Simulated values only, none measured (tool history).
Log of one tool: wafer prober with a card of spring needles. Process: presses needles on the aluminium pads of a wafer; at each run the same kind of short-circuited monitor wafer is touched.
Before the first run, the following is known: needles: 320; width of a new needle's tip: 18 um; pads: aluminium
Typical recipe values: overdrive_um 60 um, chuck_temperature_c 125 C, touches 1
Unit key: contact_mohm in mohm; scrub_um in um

run 1 hour=0.0 | overdrive_um=60 chuck_temperature_c=125 touches=1 | contact_mohm=206 scrub_um=14.86
-- hour=7.5 tips cleaned on abrasive film
run 2 hour=8.3 | overdrive_um=70 chuck_temperature_c=125 touches=1 | contact_mohm=196 scrub_um=17.31
-- hour=18.8 tips cleaned on abrasive film
run 3 hour=21.1 | overdrive_um=70 chuck_temperature_c=125 touches=1 | contact_mohm=197 scrub_um=17.22
-- hour=30.2 tips cleaned on abrasive film
run 4 hour=31.9 | overdrive_um=70 chuck_temperature_c=125 touches=1 | contact_mohm=198 scrub_um=17.31
-- hour=41.6 tips cleaned on abrasive film
run 5 hour=45.9 | overdrive_um=70 chuck_temperature_c=125 touches=1 | contact_mohm=205 scrub_um=17.25
-- hour=52.5 tips cleaned on abrasive film
run 6 hour=60.6 | overdrive_um=52 chuck_temperature_c=125 touches=1 | contact_mohm=214 scrub_um=12.73
-- hour=63.3 tips cleaned on abrasive film
-- hour=74.8 tips cleaned on abrasive film
run 7 hour=77.2 | overdrive_um=52 chuck_temperature_c=125 touches=1 | contact_mohm=206 scrub_um=12.65
-- hour=86.2 tips cleaned on abrasive film
run 8 hour=90.7 | overdrive_um=52 chuck_temperature_c=125 touches=1 | contact_mohm=213 scrub_um=12.60
-- hour=92.2 height of the first contact set anew
-- hour=97.9 tips cleaned on abrasive film
run 9 hour=106.2 | overdrive_um=52 chuck_temperature_c=125 touches=1 | contact_mohm=223 scrub_um=12.49
-- hour=109.6 tips cleaned on abrasive film
run 10 hour=118.0 | overdrive_um=60 chuck_temperature_c=125 touches=1 | contact_mohm=216 scrub_um=14.39
-- hour=121.9 tips cleaned on abrasive film
run 11 hour=128.5 | overdrive_um=60 chuck_temperature_c=125 touches=1 | contact_mohm=209 scrub_um=14.29
-- hour=133.1 tips cleaned on abrasive film
run 12 hour=141.6 | overdrive_um=60 chuck_temperature_c=125 touches=1 | contact_mohm=216 scrub_um=14.37
-- hour=144.0 tips cleaned on abrasive film
run 13 hour=149.9 | overdrive_um=60 chuck_temperature_c=125 touches=1 | contact_mohm=215 scrub_um=14.42
-- hour=154.4 height of the first contact set anew, once more
-- hour=156.0 tips cleaned on abrasive film
run 14 hour=161.2 | overdrive_um=59 chuck_temperature_c=28 touches=2 | contact_mohm=183 scrub_um=14.66
-- hour=166.9 tips cleaned on abrasive film
run 15 hour=171.7 | overdrive_um=59 chuck_temperature_c=28 touches=1 | contact_mohm=195 scrub_um=14.52
-- hour=178.3 tips cleaned on abrasive film
run 16 hour=185.9 | overdrive_um=45 chuck_temperature_c=125 touches=2 | contact_mohm=218 scrub_um=11.08
-- hour=189.0 tips cleaned on abrasive film
run 17 hour=196.6 | overdrive_um=65 chuck_temperature_c=107 touches=2 | contact_mohm=197 scrub_um=16.04
-- hour=199.9 tips cleaned on abrasive film
run 18 hour=207.8 | overdrive_um=73 chuck_temperature_c=107 touches=2 | contact_mohm=198 scrub_um=18.05
-- hour=211.5 tips cleaned on abrasive film
run 19 hour=217.2 | overdrive_um=44 chuck_temperature_c=67 touches=2 | contact_mohm=205 scrub_um=10.86
-- hour=222.5 tips cleaned on abrasive film
run 20 hour=228.4 | overdrive_um=44 chuck_temperature_c=67 touches=2 | contact_mohm=209 scrub_um=10.63
-- hour=233.4 tips cleaned on abrasive film
run 21 hour=237.5 | overdrive_um=57 chuck_temperature_c=68 touches=1 | contact_mohm=201 scrub_um=13.90
-- hour=245.0 tips cleaned on abrasive film
run 22 hour=248.1 | overdrive_um=79 chuck_temperature_c=47 touches=3 | contact_mohm=183 scrub_um=19.28
-- hour=256.5 tips cleaned on abrasive film
run 23 hour=260.9 | overdrive_um=79 chuck_temperature_c=80 touches=3 | contact_mohm=186 scrub_um=19.24
-- hour=267.6 tips cleaned on abrasive film
run 24 hour=272.6 | overdrive_um=47 chuck_temperature_c=37 touches=2 | contact_mohm=195 scrub_um=11.39
-- hour=278.7 tips cleaned on abrasive film
run 25 hour=284.6 | overdrive_um=47 chuck_temperature_c=37 touches=2 | contact_mohm=200 scrub_um=11.28
-- hour=289.4 tips cleaned on abrasive film
run 26 hour=296.1 | overdrive_um=43 chuck_temperature_c=40 touches=1 | contact_mohm=220 scrub_um=10.33

Alternative continuations, all from the tool just after run 26; predict every row:
-- hour=300.4 tips cleaned on abrasive film
run A hour=305.1 | overdrive_um=49 chuck_temperature_c=48 touches=1 | contact_mohm=? scrub_um=?
-- hour=300.4 tips cleaned on abrasive film
run B hour=305.1 | overdrive_um=47 chuck_temperature_c=40 touches=2 | contact_mohm=? scrub_um=?
-- hour=300.4 tips cleaned on abrasive film
run C hour=305.1 | overdrive_um=42 chuck_temperature_c=67 touches=2 | contact_mohm=? scrub_um=?
-- hour=300.4 tips cleaned on abrasive film
run D hour=305.1 | overdrive_um=43 chuck_temperature_c=33 touches=2 | contact_mohm=? scrub_um=?
-- hour=300.4 tips cleaned on abrasive film
run E hour=305.1 | overdrive_um=65 chuck_temperature_c=98 touches=1 | contact_mohm=? scrub_um=?

run=A contact_mohm=208 scrub_um=11.69
run=B contact_mohm=197 scrub_um=11.24
run=C contact_mohm=206 scrub_um=10.01
run=D contact_mohm=204 scrub_um=10.29
run=E contact_mohm=203 scrub_um=15.69
The same runs, with their run-to-run variation unchanged, on a tool lacking any hidden condition would have given:
run=A contact_mohm=178 scrub_um=12.12
run=B contact_mohm=177 scrub_um=11.67
run=C contact_mohm=183 scrub_um=10.44
run=D contact_mohm=180 scrub_um=10.72
run=E contact_mohm=186 scrub_um=16.12
